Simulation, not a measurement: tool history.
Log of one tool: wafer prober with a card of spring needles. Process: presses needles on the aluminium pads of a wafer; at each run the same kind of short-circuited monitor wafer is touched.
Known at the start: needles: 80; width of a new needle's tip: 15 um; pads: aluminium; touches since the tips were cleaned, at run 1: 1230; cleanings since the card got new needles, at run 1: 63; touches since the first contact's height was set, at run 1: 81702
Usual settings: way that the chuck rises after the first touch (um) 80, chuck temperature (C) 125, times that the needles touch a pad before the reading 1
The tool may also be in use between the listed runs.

run	hour	way that the chuck rises after the first touch (um)	chuck temperature (C)	times that the needles touch a pad before the reading	touches since the tips were cleaned	cleanings since the card got new needles	touches since the first contact's height was set	resistance of one needle with its contact and lead (mohm)	way that a needle slides on the pad (um)
1	0.0	80	125	1	1230	63	81702	262	18.09
# hour 6.4: tips cleaned on abrasive film
# hour 17.6: tips cleaned on abrasive film
2	19.6	80	40	1	590	65	87297	241	18.06
# hour 28.5: tips cleaned on abrasive film
3	37.8	80	40	1	2668	66	92487	239	18.08
# hour 39.2: tips cleaned on abrasive film
# hour 50.4: tips cleaned on abrasive film
4	52.7	80	125	2	664	68	96732	265	18.07
# hour 62.0: tips cleaned on abrasive film
5	62.8	80	125	2	212	69	99590	263	18.10
# hour 73.7: tips cleaned on abrasive film
6	73.7	80	125	1	0	70	102710	258	18.09
7	81.7	80	125	1	2310	70	105020	264	18.09
# hour 85.8: tips cleaned on abrasive film
# hour 97.3: tips cleaned on abrasive film
8	98.8	80	125	1	427	72	109883	263	18.02
# hour 108.7: tips cleaned on abrasive film
9	108.7	73	125	1	0	73	112710	264	16.52
# hour 119.7: tips cleaned on abrasive film
10	127.2	73	125	1	2147	74	117992	259	16.51
# hour 131.2: tips cleaned on abrasive film
# hour 141.9: tips cleaned on abrasive film
11	145.1	68	125	2	921	76	123091	268	15.36
# hour 153.3: tips cleaned on abrasive film
12	159.2	80	62	1	1686	77	127117	247	18.13
# hour 164.1: tips cleaned on abrasive film
13	169.0	90	48	2	1408	78	129922	243	20.32
# hour 175.6: tips cleaned on abrasive film
14	184.4	91	52	1	2544	79	134323	243	20.58
# hour 187.4: tips cleaned on abrasive film
# hour 195.2: height of the first contact set anew
# hour 198.4: tips cleaned on abrasive film
15	198.6	97	98	1	76	81	948	257	21.90
# hour 210.0: tips cleaned on abrasive film
16	211.5	61	33	3	412	82	4612	247	13.79
# hour 222.1: tips cleaned on abrasive film
17	229.5	61	33	3	2109	83	9764	242	13.78
# hour 233.6: tips cleaned on abrasive film
# hour 244.6: tips cleaned on abrasive film
18	245.8	95	125	1	343	85	14424	266	21.48
# hour 256.2: tips cleaned on abrasive film
19	263.3	67	82	1	2041	86	19418	255	15.13

How the hidden state differs across the entries between the runs, from the last listed run before each to the first after it:
Between runs 1 and 2: tips cleaned on abrasive film (hour 6.4); tips cleaned on abrasive film (hour 17.6)
  debris on the tips, nm: 1.2 -> 0.6
Between runs 2 and 3: tips cleaned on abrasive film (hour 28.5)
  debris on the tips, nm: 0.6 -> 1.9; tips' diameter, um: 15.02 -> 15.03
Between runs 3 and 4: tips cleaned on abrasive film (hour 39.2); tips cleaned on abrasive film (hour 50.4)
  debris on the tips, nm: 1.9 -> 0.7
Between runs 4 and 5: tips cleaned on abrasive film (hour 62.0)
  debris on the tips, nm: 0.7 -> 0.3
Between runs 5 and 6: tips cleaned on abrasive film (hour 73.7)
  debris on the tips, nm: 0.3 -> 0.2
Between runs 7 and 8: tips cleaned on abrasive film (hour 85.8); tips cleaned on abrasive film (hour 97.3)
  debris on the tips, nm: 1.8 -> 0.5; way that the needles fall short of the set height, um: 0.03 -> 0.04
Between runs 8 and 9: tips cleaned on abrasive film (hour 108.7)
  debris on the tips, nm: 0.5 -> 0.2
Between runs 9 and 10: tips cleaned on abrasive film (hour 119.7)
  debris on the tips, nm: 0.2 -> 1.7
Between runs 10 and 11: tips cleaned on abrasive film (hour 131.2); tips cleaned on abrasive film (hour 141.9)
  debris on the tips, nm: 1.7 -> 0.8
Between runs 11 and 12: tips cleaned on abrasive film (hour 153.3)
  debris on the tips, nm: 0.8 -> 1.4
Between runs 12 and 13: tips cleaned on abrasive film (hour 164.1)
  debris on the tips, nm: 1.4 -> 1.1
Between runs 13 and 14: tips cleaned on abrasive film (hour 175.6)
  debris on the tips, nm: 1.1 -> 1.7
Between runs 14 and 15: tips cleaned on abrasive film (hour 187.4); height of the first contact set anew (hour 195.2); tips cleaned on abrasive film (hour 198.4)
  debris on the tips, nm: 1.7 -> 0.2; way that the needles fall short of the set height, um: 0.04 -> 0
Between runs 15 and 16: tips cleaned on abrasive film (hour 210.0)
  debris on the tips, nm: 0.2 -> 0.5
Between runs 16 and 17: tips cleaned on abrasive film (hour 222.1)
  debris on the tips, nm: 0.5 -> 1.7
Between runs 17 and 18: tips cleaned on abrasive film (hour 233.6); tips cleaned on abrasive film (hour 244.6)
  debris on the tips, nm: 1.7 -> 0.5; way that the needles fall short of the set height, um: 0 -> 0.01
Between runs 18 and 19: tips cleaned on abrasive film (hour 256.2)
  debris on the tips, nm: 0.5 -> 1.6
